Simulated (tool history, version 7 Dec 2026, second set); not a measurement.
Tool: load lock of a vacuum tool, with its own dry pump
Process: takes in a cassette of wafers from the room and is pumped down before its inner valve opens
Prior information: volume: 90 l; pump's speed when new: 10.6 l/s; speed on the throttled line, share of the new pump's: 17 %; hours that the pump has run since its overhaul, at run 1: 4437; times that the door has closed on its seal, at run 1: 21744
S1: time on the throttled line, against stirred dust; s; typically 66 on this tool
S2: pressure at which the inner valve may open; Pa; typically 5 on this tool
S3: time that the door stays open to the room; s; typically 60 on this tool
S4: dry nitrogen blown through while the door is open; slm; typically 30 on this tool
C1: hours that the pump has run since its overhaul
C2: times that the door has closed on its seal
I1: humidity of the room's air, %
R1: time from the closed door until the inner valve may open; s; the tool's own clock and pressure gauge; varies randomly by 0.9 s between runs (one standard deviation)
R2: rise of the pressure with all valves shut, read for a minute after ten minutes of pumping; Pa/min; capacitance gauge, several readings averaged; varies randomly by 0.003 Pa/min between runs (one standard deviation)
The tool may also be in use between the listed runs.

run	day	S1	S2	S3	S4	C1	C2	I1	R1	R2
1	0	66	5	60	30	4437	21744	44.5	144.8	0.116
2	13.067	66	5	60	30	4750	22497	44.5	144.4	0.119
3	26.862	66	5	60	30	5081	23292	46.6	143.6	0.126
4	40.908	66	5	60	30	5418	24102	44.5	142.1	0.128
5	57.888	66	5	60	30	5826	25081	47.6	143.2	0.134
6	68.808	66	5	60	30	6088	25711	47.2	144.2	0.145
7	80.179	66	5	60	30	6361	26366	44.9	143.4	0.139
8	96.029	66	5	60	30	6741	27280	42.6	145.1	0.157
9	113.138	61	5	60	30	7152	28266	46	139.8	0.162
10	130.646	61	5	60	30	7572	29276	46.9	139.8	0.171
11	149.867	61	5	60	30	8033	30384	45	140.3	0.183
12	168.867	61	5	60	30	8489	31479	44.7	142.1	0.185
13	183.688	61	5	60	30	8845	32334	42.4	141	0.201
14	202.296	61	5	60	30	9292	33407	47.3	140.5	0.21
15	220.708	61	5	60	30	9734	34468	47.6	141.3	0.223
16	233.262	61	5	60	30	10035	35192	45.2	143	0.232
17	244.183	61	5	60	30	10297	35821	45.6	143.8	0.233
18	254.008	66	5	220	30	10533	36388	44.9	145.7	0.268
19	272.983	66	5	220	30	10988	37482	44.4	146.6	0.283
20	288.979	66	5	220	30	11372	38404	44.6	146.8	0.29
21	302.817	66	5	124	30	11704	39202	47.9	145.9	0.283
# day 315.408: door's seal changed, seat wiped
22	318.667	66	5	124	30	12083	188	48.7	146.2	0.033
23	334.779	66	7	60	7	12470	1117	44.8	144.6	0.038
24	350.075	66	7	60	7	12837	1999	47.1	142.6	0.05
25	361.121	39	8	142	36	13102	2636	44.3	122.4	0.039
26	378.625	66	5	32	30	13522	3645	45.5	147.9	0.022
27	396.233	52	5	97	15	13945	4660	44.7	136.8	0.054
28	406.783	52	5	97	15	14198	5268	44.7	136.9	0.052
29	425.796	81	9	169	11	14654	6364	40.9	154	0.079
30	440.204	81	9	169	11	15000	7195	40.9	154.3	0.084
31	448.6	81	9	169	11	15201	7679	45	152.5	0.099
32	462.467	38	5	60	10	15534	8478	46.6	126.7	0.059
33	472.354	55	5	66	10	15772	9048	42	140.9	0.062
34	490.321	95	5	92	5	16203	10084	46.4	172.7	0.089
35	509.729	95	5	92	5	16669	11203	47.1	173.2	0.099
36	520.588	115	9	68	18	16929	11829	43.2	182.7	0.066

Consider 3 possible next runs. They are alternatives, not a sequence: every one starts from the tool as it was left by run 36. What does each give?
A	530.458	40	9	68	18	17166	12398	45.2	?	?
B	530.458	66	5	60	42	17166	12398	44.3	?	?
C	530.458	115	9	68	42	17166	12398	49.5	?	?

run	R1	R2
A	121.5	0.071
B	147.9	0.053
C	184	0.056
Had the tool no hidden state, the same runs would have come out as:
run	R1	R2
A	113	0.03
B	139.2	0.013
C	176.9	0.015
